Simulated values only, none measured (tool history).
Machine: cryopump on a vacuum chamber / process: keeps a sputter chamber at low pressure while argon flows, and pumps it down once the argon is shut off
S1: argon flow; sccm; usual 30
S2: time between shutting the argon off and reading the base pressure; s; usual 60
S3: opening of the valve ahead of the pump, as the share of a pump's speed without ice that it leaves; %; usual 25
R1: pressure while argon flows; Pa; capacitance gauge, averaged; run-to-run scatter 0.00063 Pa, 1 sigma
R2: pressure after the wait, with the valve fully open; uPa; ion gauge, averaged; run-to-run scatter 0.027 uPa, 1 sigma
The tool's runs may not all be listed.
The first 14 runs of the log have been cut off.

run 15 hour=289.1 | S1=51 S2=60 S3=25 | R1=0.1695 R2=1.55
run 16 hour=316.6 | S1=51 S2=60 S3=25 | R1=0.1706 R2=1.61
run 17 hour=338 | S1=49 S2=60 S3=25 | R1=0.1631 R2=1.58
run 18 hour=352.1 | S1=13 S2=84 S3=23 | R1=0.047 R2=1.32
run 19 hour=380.2 | S1=30 S2=37 S3=31 | R1=0.0821 R2=2.32
run 20 hour=404.2 | S1=30 S2=37 S3=31 | R1=0.0813 R2=2.31
run 21 hour=425.4 | S1=51 S2=84 S3=26 | R1=0.1648 R2=1.27
run 22 hour=450.2 | S1=51 S2=84 S3=26 | R1=0.1635 R2=1.38
run 23 hour=471.6 | S1=30 S2=93 S3=17 | R1=0.1467 R2=1.27
run 24 hour=500.1 | S1=30 S2=73 S3=24 | R1=0.1042 R2=1.45
run 25 hour=518.4 | S1=26 S2=96 S3=41 | R1=0.0549 R2=1.25
run 26 hour=544.2 | S1=26 S2=96 S3=41 | R1=0.0543 R2=1.22
run 27 hour=557.6 | S1=25 S2=102 S3=33 | R1=0.0645 R2=1.25
run 28 hour=571.3 | S1=25 S2=102 S3=33 | R1=0.065 R2=1.19
run 29 hour=588.5 | S1=41 S2=44 S3=15 | R1=0.224 R2=2.07
run 30 hour=611.5 | S1=17 S2=23 S3=28 | R1=0.0507 R2=3.48
run 31 hour=631.2 | S1=15 S2=45 S3=22 | R1=0.0568 R2=2.01
run 32 hour=655.9 | S1=15 S2=45 S3=22 | R1=0.0577 R2=2.11
run 33 hour=674.8 | S1=23 S2=252 S3=23 | R1=0.084 R2=0.82

Alternative continuations, all from the tool just after run 33; predict every row:
run A hour=688.9 | S1=23 S2=280 S3=52 | R1=? R2=?
run B hour=688.9 | S1=39 S2=103 S3=15 | R1=? R2=?
run C hour=688.9 | S1=15 S2=195 S3=17 | R1=? R2=?

run=A R1=0.0399 R2=0.82
run=B R1=0.2162 R2=1.22
run=C R1=0.0729 R2=0.95
Take away the tool's hidden state, keep each run's random variation, and the runs would have read:
run=A R1=0.0362 R2=0.38
run=B R1=0.2098 R2=0.79
run=C R1=0.0705 R2=0.53

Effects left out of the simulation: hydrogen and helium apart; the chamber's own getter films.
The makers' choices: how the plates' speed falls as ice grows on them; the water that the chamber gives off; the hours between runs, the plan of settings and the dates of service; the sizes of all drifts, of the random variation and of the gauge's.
